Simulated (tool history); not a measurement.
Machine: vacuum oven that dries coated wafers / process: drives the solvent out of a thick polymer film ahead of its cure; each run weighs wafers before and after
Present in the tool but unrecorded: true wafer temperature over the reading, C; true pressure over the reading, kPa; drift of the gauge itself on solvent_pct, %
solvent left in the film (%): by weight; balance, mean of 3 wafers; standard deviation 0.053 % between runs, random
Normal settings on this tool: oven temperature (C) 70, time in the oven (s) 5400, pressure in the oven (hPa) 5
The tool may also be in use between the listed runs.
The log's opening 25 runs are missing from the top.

run	hour	oven temperature (C)	time in the oven (s)	pressure in the oven (hPa)	hours of work since the thermocouples were calibrated	hours of work since the vacuum gauge was cleaned of residue	solvent left in the film (%)
26	941.8	70	8520	5	839	1483	0.96
27	978.9	70	4740	5	862	1505	2.13
28	1018.1	70	4740	5	885	1529	2.15
29	1052.8	70	4740	5	906	1550	2.22
30	1094.1	66	4740	19.05	931	1575	4.88
# hour 1113.2: oven's thermocouples calibrated
31	1141.3	70	6840	3.62	17	1602	1.03
32	1174.2	70	5820	3.62	37	1622	1.47
33	1218.7	71	5520	5	64	1649	1.31

The next listed run, before its measurement:
34	1250.4	70	8160	2.9	83	1668	?

solvent left in the film (%): 0.76
With the hidden condition absent and the run-to-run variation left alone, this run would have shown solvent left in the film (%) 0.75.
